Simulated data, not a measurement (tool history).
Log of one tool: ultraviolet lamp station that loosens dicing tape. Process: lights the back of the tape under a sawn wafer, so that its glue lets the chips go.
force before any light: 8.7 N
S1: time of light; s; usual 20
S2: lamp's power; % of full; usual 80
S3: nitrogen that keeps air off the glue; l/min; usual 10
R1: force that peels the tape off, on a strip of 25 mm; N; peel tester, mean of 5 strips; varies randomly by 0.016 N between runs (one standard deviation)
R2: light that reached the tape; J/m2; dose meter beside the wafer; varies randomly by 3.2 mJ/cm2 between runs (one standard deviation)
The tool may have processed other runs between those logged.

run   hour  S1  S2  S3     R1    R2
  1    0.0  20  80  10  0.854  4650
  2   10.9  20  80  10  0.849  4720
  3   20.2  12  80  10  2.090  2810
  4   30.2  12  80  10  2.086  2850
  5   42.5  20  80  10  0.840  4680
  6   55.0  20  80  10  0.875  4710
  7   67.0  20  80   5  1.290  4700
  8   83.2  20  80   5  1.296  4700
  9   99.9  20  80   5  1.334  4720
 10  113.1  20  80   5  1.328  4650
 11  128.1  15  80  10  1.498  3500
 12  137.3  20  80  14  0.750  4640
 13  152.5  20  80  10  0.880  4590
 14  166.5  20  80  10  0.875  4670
 15  178.0  12  80  10  2.135  2770
 16  189.2  12  80   6  2.562  2750
 17  198.7  12  80   6  2.573  2750
 18  216.5  12  80   6  2.554  2750
 19  226.4  20  80  10  0.893  4580
 20  236.1  20  70   4  1.868  3970
 21  246.8  20  70   4  1.948  3980
 22  262.2  16  80  10  1.399  3640
 23  272.0  32  81  10  0.361  7060
 24  282.6  31  88  12  0.291  7540
 25  296.2  28  88  10  0.398  6790
 26  305.7  14  88  10  1.567  3380
 27  313.0  14  88  10  1.618  3370
 28  324.3  14  88  10  1.545  3410
 29  338.6  19  80   6  1.410  4120
 30  356.1  14  74  14  1.609  3020
 31  364.2  24  74   3  1.442  5270
 32  381.6  20  78   6  1.192  4630
 33  392.4  18  61   4  2.600  3240
 34  405.0  18  61   4  2.516  3250
 35  414.9  18  61   4  2.587  3250
 36  430.3  18  68  10  1.386  3640
 37  441.2  23  99  10  0.405  6720
 38  457.2  23  99  10  0.398  6750

Between the runs listed above, the log contained 2 entries, not reproduced here. Where in the sequence does each belong, and how does what the log doesn't record of the tool's condition differ from the listed run before to the listed run after?
Between runs 22 and 23: window cleaned of glue's vapour (hour 263.9)
  lamp's light, % of a new lamp's: 95.5 -> 95.4; light that the window lets through, % of a clean one's: 94.3 -> 91
  difference, measured minus the result without the unlogged condition, R1: +0.240 -> +0.088 N; R2: -400 -> -1070 J/m2
Between runs 29 and 30: window cleaned of glue's vapour, once more (hour 355.2)
  lamp's light, % of a new lamp's: 95 -> 94.9; light that the window lets through, % of a clean one's: 90.5 -> 99.5
  difference, measured minus the result without the unlogged condition, R1: +0.333 -> +0.144 N; R2: -670 -> -180 J/m2

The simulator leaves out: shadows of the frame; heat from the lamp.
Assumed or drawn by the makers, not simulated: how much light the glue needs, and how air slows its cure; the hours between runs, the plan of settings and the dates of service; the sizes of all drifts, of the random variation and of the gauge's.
